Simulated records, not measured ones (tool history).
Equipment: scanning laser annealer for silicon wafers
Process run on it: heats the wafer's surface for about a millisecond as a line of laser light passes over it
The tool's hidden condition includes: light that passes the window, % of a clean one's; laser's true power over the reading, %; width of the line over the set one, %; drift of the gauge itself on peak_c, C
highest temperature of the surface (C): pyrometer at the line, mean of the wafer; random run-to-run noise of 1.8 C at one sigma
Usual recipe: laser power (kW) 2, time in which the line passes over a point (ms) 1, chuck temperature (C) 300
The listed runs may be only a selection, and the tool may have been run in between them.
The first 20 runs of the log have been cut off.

run,hour,laser power (kW),time in which the line passes over a point (ms),chuck temperature (C),hours of work since the window was cleaned,hours of work since the power meter was calibrated,hours of work since the optics were aligned,highest temperature of the surface (C)
21,979,1.811,1.24,288,170,2106,1111,1012
22,1045.8,1.744,0.71,294,222,2158,1164,797
23,1091.7,1.864,0.76,277,258,2194,1200,842
24,1157.1,1.864,0.76,282,309,2245,1251,849
25,1188.9,1.864,1.19,282,334,2270,1276,1001
26,1248.9,1.864,1.19,282,381,2317,1322,996
27,1310.4,1.706,0.97,266,429,2365,1371,832
28,1351.7,1.706,0.97,266,461,2397,1403,833
29,1394.4,2.189,1.15,266,495,2430,1436,1123
30,1439.7,1.807,0.92,300,530,2466,1472,885
31,1483.3,1.807,0.92,300,564,2500,1506,885
# hour 1514.3: window over the wafer cleaned
32,1532.7,1.807,0.92,300,14,2537,1543,918
33,1598.4,1.807,0.92,300,66,2588,1594,915
34,1660.1,2.079,0.71,270,114,2637,1642,910

The next listed run, before its measurement:
35,1726.5,2,1,289,166,2688,1694,?

highest temperature of the surface (C): 1018
Minus the tool's unlogged condition, the same run would have read highest temperature of the surface (C) 1039.
